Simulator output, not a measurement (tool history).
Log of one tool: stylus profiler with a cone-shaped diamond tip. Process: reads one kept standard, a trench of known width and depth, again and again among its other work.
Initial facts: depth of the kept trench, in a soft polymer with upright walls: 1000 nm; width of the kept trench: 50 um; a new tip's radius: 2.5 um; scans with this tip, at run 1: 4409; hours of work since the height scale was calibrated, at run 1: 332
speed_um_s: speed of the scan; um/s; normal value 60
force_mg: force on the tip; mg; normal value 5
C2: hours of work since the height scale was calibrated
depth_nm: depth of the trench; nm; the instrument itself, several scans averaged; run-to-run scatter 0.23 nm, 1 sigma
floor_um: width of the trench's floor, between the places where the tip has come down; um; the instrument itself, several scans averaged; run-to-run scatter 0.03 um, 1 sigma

run 1 day=0 | speed_um_s=60 force_mg=5 | scans_with_this_tip=4409 C2=332 | depth_nm=1017.85 floor_um=45.6
run 2 day=0.825 | speed_um_s=60 force_mg=5 | scans_with_this_tip=4580 C2=345 | depth_nm=1017.95 floor_um=45.61
run 3 day=1.783 | speed_um_s=60 force_mg=5 | scans_with_this_tip=4778 C2=360 | depth_nm=1018.08 floor_um=45.62
run 4 day=2.754 | speed_um_s=109 force_mg=5 | scans_with_this_tip=4980 C2=375 | depth_nm=1018.07 floor_um=45.57
run 5 day=3.896 | speed_um_s=109 force_mg=5 | scans_with_this_tip=5217 C2=393 | depth_nm=1017.44 floor_um=45.53
run 6 day=5.046 | speed_um_s=70 force_mg=5 | scans_with_this_tip=5455 C2=411 | depth_nm=1017.59 floor_um=45.52
run 7 day=5.9 | speed_um_s=60 force_mg=5 | scans_with_this_tip=5633 C2=424 | depth_nm=1017.47 floor_um=45.58
run 8 day=6.617 | speed_um_s=60 force_mg=5 | scans_with_this_tip=5781 C2=435 | depth_nm=1017.71 floor_um=45.48
run 9 day=7.25 | speed_um_s=60 force_mg=5 | scans_with_this_tip=5912 C2=445 | depth_nm=1017.91 floor_um=45.52
run 10 day=7.979 | speed_um_s=60 force_mg=5 | scans_with_this_tip=6064 C2=456 | depth_nm=1018.03 floor_um=45.46
-- day=8.058 height scale calibrated on a step standard
run 11 day=8.7 | speed_um_s=60 force_mg=10.23 | scans_with_this_tip=6209 C2=10 | depth_nm=1027.44 floor_um=45.53
run 12 day=9.483 | speed_um_s=22 force_mg=4.14 | scans_with_this_tip=6372 C2=22 | depth_nm=1013.52 floor_um=45.52
-- day=9.862 height scale calibrated on a step standard, once more
run 13 day=10.004 | speed_um_s=60 force_mg=3.32 | scans_with_this_tip=6475 C2=2 | depth_nm=1014.56 floor_um=45.48
run 14 day=10.712 | speed_um_s=60 force_mg=3.32 | scans_with_this_tip=6622 C2=13 | depth_nm=1014.85 floor_um=45.51
run 15 day=11.438 | speed_um_s=48 force_mg=2.08 | scans_with_this_tip=6773 C2=25 | depth_nm=1010.8 floor_um=45.42
run 16 day=12.579 | speed_um_s=48 force_mg=2.08 | scans_with_this_tip=7009 C2=42 | depth_nm=1010.67 floor_um=45.44
run 17 day=13.629 | speed_um_s=21 force_mg=3.78 | scans_with_this_tip=7227 C2=59 | depth_nm=1016.66 floor_um=45.47
run 18 day=14.412 | speed_um_s=21 force_mg=3.78 | scans_with_this_tip=7389 C2=71 | depth_nm=1015.92 floor_um=45.47
run 19 day=15.267 | speed_um_s=88 force_mg=2.07 | scans_with_this_tip=7566 C2=84 | depth_nm=1010.94 floor_um=45.32
run 20 day=15.988 | speed_um_s=88 force_mg=2.07 | scans_with_this_tip=7716 C2=96 | depth_nm=1010.75 floor_um=45.33
run 21 day=16.712 | speed_um_s=21 force_mg=2.26 | scans_with_this_tip=7866 C2=107 | depth_nm=1010.75 floor_um=45.44
run 22 day=17.696 | speed_um_s=27 force_mg=2.26 | scans_with_this_tip=8070 C2=122 | depth_nm=1011.24 floor_um=45.42

Below are 5 alternative next runs, each starting from the tool's condition after run 22. Predict each:
run A day=18.696 | speed_um_s=20 force_mg=5.26 | scans_with_this_tip=8278 C2=138 | depth_nm=? floor_um=?
run B day=18.696 | speed_um_s=18 force_mg=4.05 | scans_with_this_tip=8278 C2=138 | depth_nm=? floor_um=?
run C day=18.696 | speed_um_s=60 force_mg=8.76 | scans_with_this_tip=8278 C2=138 | depth_nm=? floor_um=?
run D day=18.696 | speed_um_s=81 force_mg=10.39 | scans_with_this_tip=8278 C2=138 | depth_nm=? floor_um=?
run E day=18.696 | speed_um_s=118 force_mg=5.83 | scans_with_this_tip=8278 C2=138 | depth_nm=? floor_um=?

run=A depth_nm=1019.37 floor_um=45.47
run=B depth_nm=1016.11 floor_um=45.43
run=C depth_nm=1027.69 floor_um=45.35
run=D depth_nm=1031.21 floor_um=45.39
run=E depth_nm=1021.22 floor_um=45.37
The same runs, with their run-to-run variation unchanged, on a tool lacking any hidden condition would have given:
run=A depth_nm=1019.62 floor_um=46.02
run=B depth_nm=1016.36 floor_um=45.99
run=C depth_nm=1027.95 floor_um=45.9
run=D depth_nm=1031.47 floor_um=45.95
run=E depth_nm=1021.47 floor_um=45.92
